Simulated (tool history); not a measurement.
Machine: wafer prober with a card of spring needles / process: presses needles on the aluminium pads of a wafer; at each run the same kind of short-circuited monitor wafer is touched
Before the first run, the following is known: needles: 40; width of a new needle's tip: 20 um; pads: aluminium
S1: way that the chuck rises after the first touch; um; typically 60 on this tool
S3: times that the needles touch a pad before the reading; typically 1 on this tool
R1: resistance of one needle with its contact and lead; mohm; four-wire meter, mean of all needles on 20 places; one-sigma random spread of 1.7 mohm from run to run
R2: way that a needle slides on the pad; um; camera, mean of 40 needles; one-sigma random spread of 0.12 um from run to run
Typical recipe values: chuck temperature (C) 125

{"run": 1, "day": 0.0, "S1": 60, "chuck temperature (C)": 125, "S3": 1, "R1": 256, "R2": 7.49}
{"day": 0.083, "done": "tips cleaned on abrasive film"}
{"day": 0.346, "done": "tips cleaned on abrasive film"}
{"run": 2, "day": 0.421, "S1": 60, "chuck temperature (C)": 125, "S3": 1, "R1": 226, "R2": 7.39}
{"day": 0.596, "done": "tips cleaned on abrasive film"}
{"run": 3, "day": 0.733, "S1": 60, "chuck temperature (C)": 125, "S3": 1, "R1": 248, "R2": 7.34}
{"day": 0.854, "done": "tips cleaned on abrasive film"}
{"run": 4, "day": 1.042, "S1": 60, "chuck temperature (C)": 125, "S3": 1, "R1": 255, "R2": 7.33}
{"day": 1.138, "done": "tips cleaned on abrasive film"}
{"day": 1.392, "done": "tips cleaned on abrasive film"}
{"run": 5, "day": 1.433, "S1": 60, "chuck temperature (C)": 125, "S3": 1, "R1": 209, "R2": 7.01}
{"day": 1.646, "done": "tips cleaned on abrasive film"}
{"day": 1.908, "done": "tips cleaned on abrasive film"}
{"run": 6, "day": 1.908, "S1": 60, "chuck temperature (C)": 125, "S3": 1, "R1": 187, "R2": 6.98}
{"day": 2.15, "done": "tips cleaned on abrasive film"}
{"run": 7, "day": 2.183, "S1": 60, "chuck temperature (C)": 125, "S3": 1, "R1": 207, "R2": 7.27}
{"day": 2.421, "done": "tips cleaned on abrasive film"}
{"run": 8, "day": 2.438, "S1": 60, "chuck temperature (C)": 125, "S3": 1, "R1": 190, "R2": 7.23}
{"day": 2.688, "done": "tips cleaned on abrasive film"}
{"run": 9, "day": 2.712, "S1": 60, "chuck temperature (C)": 125, "S3": 1, "R1": 198, "R2": 6.91}
{"day": 2.938, "done": "tips cleaned on abrasive film"}
{"run": 10, "day": 3.112, "S1": 60, "chuck temperature (C)": 125, "S3": 1, "R1": 263, "R2": 7.28}
{"day": 3.192, "done": "tips cleaned on abrasive film"}
{"day": 3.442, "done": "tips cleaned on abrasive film"}
{"run": 11, "day": 3.554, "S1": 59, "chuck temperature (C)": 61, "S3": 1, "R1": 242, "R2": 6.9}
{"day": 3.696, "done": "tips cleaned on abrasive film"}
{"run": 12, "day": 3.833, "S1": 59, "chuck temperature (C)": 61, "S3": 2, "R1": 211, "R2": 6.94}
{"day": 3.962, "done": "tips cleaned on abrasive film"}
{"day": 4.204, "done": "tips cleaned on abrasive film"}
{"run": 13, "day": 4.233, "S1": 60, "chuck temperature (C)": 86, "S3": 2, "R1": 184, "R2": 7.13}
{"day": 4.467, "done": "tips cleaned on abrasive film"}
{"run": 14, "day": 4.621, "S1": 51, "chuck temperature (C)": 44, "S3": 1, "R1": 304, "R2": 5.98}
{"day": 4.738, "done": "tips cleaned on abrasive film"}
{"day": 4.988, "done": "tips cleaned on abrasive film"}
{"run": 15, "day": 5.0, "S1": 54, "chuck temperature (C)": 50, "S3": 1, "R1": 193, "R2": 6.24}
{"day": 5.238, "done": "tips cleaned on abrasive film"}
{"run": 16, "day": 5.242, "S1": 49, "chuck temperature (C)": 92, "S3": 1, "R1": 196, "R2": 5.68}
{"run": 17, "day": 5.458, "S1": 73, "chuck temperature (C)": 28, "S3": 1, "R1": 233, "R2": 8.62}
{"day": 5.496, "done": "tips cleaned on abrasive film"}
{"run": 18, "day": 5.704, "S1": 54, "chuck temperature (C)": 28, "S3": 1, "R1": 296, "R2": 6.07}
{"day": 5.733, "done": "tips cleaned on abrasive film"}
{"day": 6.0, "done": "tips cleaned on abrasive film"}
{"run": 19, "day": 6.204, "S1": 54, "chuck temperature (C)": 28, "S3": 1, "R1": 305, "R2": 6.19}

3 ways to go on from here, each from the tool as it stands after run 19. What would each give?
{"day": 6.242, "done": "tips cleaned on abrasive film"}
{"day": 6.504, "done": "tips cleaned on abrasive film"}
{"run": "A", "day": 6.725, "S1": 67, "chuck temperature (C)": 113, "S3": 2, "R1": "?", "R2": "?"}
{"day": 6.242, "done": "tips cleaned on abrasive film"}
{"day": 6.504, "done": "tips cleaned on abrasive film"}
{"run": "B", "day": 6.725, "S1": 70, "chuck temperature (C)": 91, "S3": 3, "R1": "?", "R2": "?"}
{"day": 6.242, "done": "tips cleaned on abrasive film"}
{"day": 6.504, "done": "tips cleaned on abrasive film"}
{"run": "C", "day": 6.725, "S1": 45, "chuck temperature (C)": 27, "S3": 1, "R1": "?", "R2": "?"}

run=A R1=222 R2=7.83
run=B R1=199 R2=8.22
run=C R1=372 R2=4.99
With the hidden condition removed and each run's random variation left untouched, the same runs would have given:
run=A R1=169 R2=8.43
run=B R1=168 R2=8.81
run=C R1=162 R2=5.58
